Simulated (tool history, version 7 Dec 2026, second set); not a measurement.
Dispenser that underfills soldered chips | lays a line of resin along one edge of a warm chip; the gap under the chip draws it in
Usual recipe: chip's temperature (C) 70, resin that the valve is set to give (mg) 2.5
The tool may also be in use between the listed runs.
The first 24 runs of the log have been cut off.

run,day,chip's temperature (C),resin that the valve is set to give (mg),time until the resin shows at the far edge (s),resin that the valve gave (mg)
# day 3.354: new syringe of resin
25,3.438,80,2.78,36,2.78
26,3.604,80,2.78,40.5,2.69
27,3.75,55,2.82,106.7,2.8
# day 3.838: new syringe of resin
28,3.954,59,2.96,73.2,2.94
29,4.096,59,3.07,83.4,3.02
30,4.192,59,3.07,89.3,3.03
# day 4.321: new syringe of resin
31,4.333,80,3.07,34,3.04
32,4.417,80,3.07,36.8,2.96
33,4.554,80,3.07,41.7,3.06
34,4.638,60,2.74,84.2,2.73
35,4.771,80,3.02,47.3,2.92
# day 4.812: new syringe of resin
36,4.883,64,2.94,60.6,2.9

Each row is a separate what-if for the run after 36, all from the same tool condition, not one after another. Results?
A,4.967,64,2.58,?,?
B,4.967,58,2.3,?,?
C,4.967,63,2.15,?,?
D,4.967,59,2.81,?,?

run,time until the resin shows at the far edge (s),resin that the valve gave (mg)
A,65.6,2.49
B,81.4,2.25
C,68,2.1
D,76.1,2.72
What these runs would have given with no unlogged condition in the tool:
run,time until the resin shows at the far edge (s),resin that the valve gave (mg)
A,56,2.54
B,69.3,2.3
C,58,2.15
D,65.1,2.78
